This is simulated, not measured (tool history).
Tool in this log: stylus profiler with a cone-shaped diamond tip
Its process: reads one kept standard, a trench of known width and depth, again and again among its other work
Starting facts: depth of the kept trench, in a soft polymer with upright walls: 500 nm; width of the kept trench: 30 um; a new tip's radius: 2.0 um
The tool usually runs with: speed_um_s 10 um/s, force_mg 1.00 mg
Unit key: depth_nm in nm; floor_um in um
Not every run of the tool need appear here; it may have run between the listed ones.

Run 1, day 0.000: usual settings. Result: depth_nm 504.96 nm, floor_um 26.74 um.
Run 2, day 3.729: usual settings. Result: depth_nm 504.73 nm, floor_um 26.73 um.
Run 3, day 6.300: usual settings. Result: depth_nm 504.81 nm, floor_um 26.75 um.
Run 4, day 9.883: usual settings. Result: depth_nm 505.10 nm, floor_um 26.68 um.
At day 11.362: height scale calibrated on a step standard.
Run 5, day 13.671: usual settings but force_mg 1.58 mg. Result: depth_nm 504.56 nm, floor_um 26.63 um.
Run 6, day 16.875: usual settings but speed_um_s 39 um/s, force_mg 1.58 mg. Result: depth_nm 504.65 nm, floor_um 26.44 um.
Run 7, day 20.225: usual settings but speed_um_s 39 um/s, force_mg 1.58 mg. Result: depth_nm 504.72 nm, floor_um 26.46 um.
Run 8, day 22.800: usual settings but speed_um_s 39 um/s, force_mg 1.58 mg. Result: depth_nm 504.75 nm, floor_um 26.37 um.
Run 9, day 26.100: usual settings but speed_um_s 39 um/s, force_mg 1.58 mg. Result: depth_nm 504.71 nm, floor_um 26.41 um.
Run 10, day 29.338: usual settings but speed_um_s 9 um/s, force_mg 0.67 mg. Result: depth_nm 502.99 nm, floor_um 26.56 um.
Run 11, day 34.754: usual settings but speed_um_s 37 um/s, force_mg 0.83 mg. Result: depth_nm 503.59 nm, floor_um 26.22 um.
Run 12, day 39.925: usual settings but speed_um_s 3 um/s, force_mg 2.70 mg. Result: depth_nm 507.18 nm, floor_um 26.51 um.
Run 13, day 43.188: usual settings but speed_um_s 4 um/s, force_mg 1.37 mg. Result: depth_nm 504.88 nm, floor_um 26.45 um.
Run 14, day 47.196: usual settings but speed_um_s 4 um/s, force_mg 1.37 mg. Result: depth_nm 505.01 nm, floor_um 26.46 um.
Run 15, day 51.112: usual settings but speed_um_s 27 um/s. Result: depth_nm 504.60 nm, floor_um 26.30 um.

Forecast each of these 3 alternatives for the next run:
Run A, day 54.992: usual settings but speed_um_s 11 um/s. Result: depth_nm ?, floor_um ?.
Run B, day 54.992: usual settings but speed_um_s 3 um/s. Result: depth_nm ?, floor_um ?.
Run C, day 54.992: usual settings but speed_um_s 21 um/s, force_mg 0.38 mg. Result: depth_nm ?, floor_um ?.

run  depth_nm  floor_um
  A    504.76     26.31
  B    504.44     26.41
  C    503.03     26.12
With the hidden condition removed and each run's random variation left untouched, the same runs would have given:
run  depth_nm  floor_um
  A    503.27     27.23
  B    502.95     27.34
  C    501.54     27.04

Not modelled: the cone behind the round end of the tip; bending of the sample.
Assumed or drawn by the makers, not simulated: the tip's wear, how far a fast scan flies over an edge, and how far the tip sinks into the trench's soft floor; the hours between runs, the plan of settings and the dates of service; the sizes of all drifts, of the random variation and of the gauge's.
